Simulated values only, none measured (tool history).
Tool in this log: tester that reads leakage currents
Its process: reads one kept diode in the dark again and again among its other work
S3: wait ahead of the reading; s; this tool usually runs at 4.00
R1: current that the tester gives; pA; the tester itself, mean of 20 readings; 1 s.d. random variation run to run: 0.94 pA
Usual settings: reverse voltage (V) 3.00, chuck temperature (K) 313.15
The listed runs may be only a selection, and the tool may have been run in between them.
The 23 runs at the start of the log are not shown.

{"run": 24, "day": 132.067, "reverse voltage (V)": 1.47, "chuck temperature (K)": 310.15, "S3": 4.0, "R1": 189.02}
{"run": 25, "day": 137.971, "reverse voltage (V)": 1.47, "chuck temperature (K)": 310.15, "S3": 4.0, "R1": 188.55}
{"run": 26, "day": 142.271, "reverse voltage (V)": 1.47, "chuck temperature (K)": 310.15, "S3": 4.0, "R1": 189.21}
{"run": 27, "day": 147.042, "reverse voltage (V)": 7.03, "chuck temperature (K)": 313.15, "S3": 4.0, "R1": 406.19}
{"run": 28, "day": 152.175, "reverse voltage (V)": 7.03, "chuck temperature (K)": 313.15, "S3": 4.0, "R1": 406.36}
{"run": 29, "day": 158.162, "reverse voltage (V)": 1.79, "chuck temperature (K)": 297.15, "S3": 6.62, "R1": 69.72}
{"run": 30, "day": 163.392, "reverse voltage (V)": 19.73, "chuck temperature (K)": 324.15, "S3": 7.64, "R1": 1294.07}
{"run": 31, "day": 170.283, "reverse voltage (V)": 3.0, "chuck temperature (K)": 313.15, "S3": 0.53, "R1": 301.65}
{"run": 32, "day": 174.296, "reverse voltage (V)": 18.36, "chuck temperature (K)": 313.15, "S3": 4.0, "R1": 568.22}
{"run": 33, "day": 180.917, "reverse voltage (V)": 18.36, "chuck temperature (K)": 317.15, "S3": 6.47, "R1": 757.4}
{"run": 34, "day": 185.062, "reverse voltage (V)": 12.66, "chuck temperature (K)": 294.15, "S3": 0.38, "R1": 114.85}
{"run": 35, "day": 189.954, "reverse voltage (V)": 12.66, "chuck temperature (K)": 317.15, "S3": 0.38, "R1": 670.01}
{"day": 192.729, "done": "chuck's temperature calibrated"}
{"run": 36, "day": 196.833, "reverse voltage (V)": 7.26, "chuck temperature (K)": 316.15, "S3": 3.42, "R1": 531.95}
{"run": 37, "day": 200.242, "reverse voltage (V)": 7.26, "chuck temperature (K)": 316.15, "S3": 3.42, "R1": 526.35}
{"run": 38, "day": 205.946, "reverse voltage (V)": 13.71, "chuck temperature (K)": 308.15, "S3": 0.84, "R1": 362.25}
{"run": 39, "day": 210.208, "reverse voltage (V)": 1.27, "chuck temperature (K)": 310.15, "S3": 0.55, "R1": 183.23}

Branching from run 39: 3 alternative next runs. What would each branch give?
{"run": "A", "day": 215.696, "reverse voltage (V)": 1.33, "chuck temperature (K)": 295.15, "S3": 0.72, "R1": "?"}
{"run": "B", "day": 215.696, "reverse voltage (V)": 2.35, "chuck temperature (K)": 313.15, "S3": 4.0, "R1": "?"}
{"run": "C", "day": 215.696, "reverse voltage (V)": 7.67, "chuck temperature (K)": 310.15, "S3": 0.55, "R1": "?"}

run=A R1=55.30
run=B R1=283.74
run=C R1=343.25
Without the tool's unlogged condition, the same runs would have read:
run=A R1=55.79
run=B R1=287.09
run=C R1=346.40

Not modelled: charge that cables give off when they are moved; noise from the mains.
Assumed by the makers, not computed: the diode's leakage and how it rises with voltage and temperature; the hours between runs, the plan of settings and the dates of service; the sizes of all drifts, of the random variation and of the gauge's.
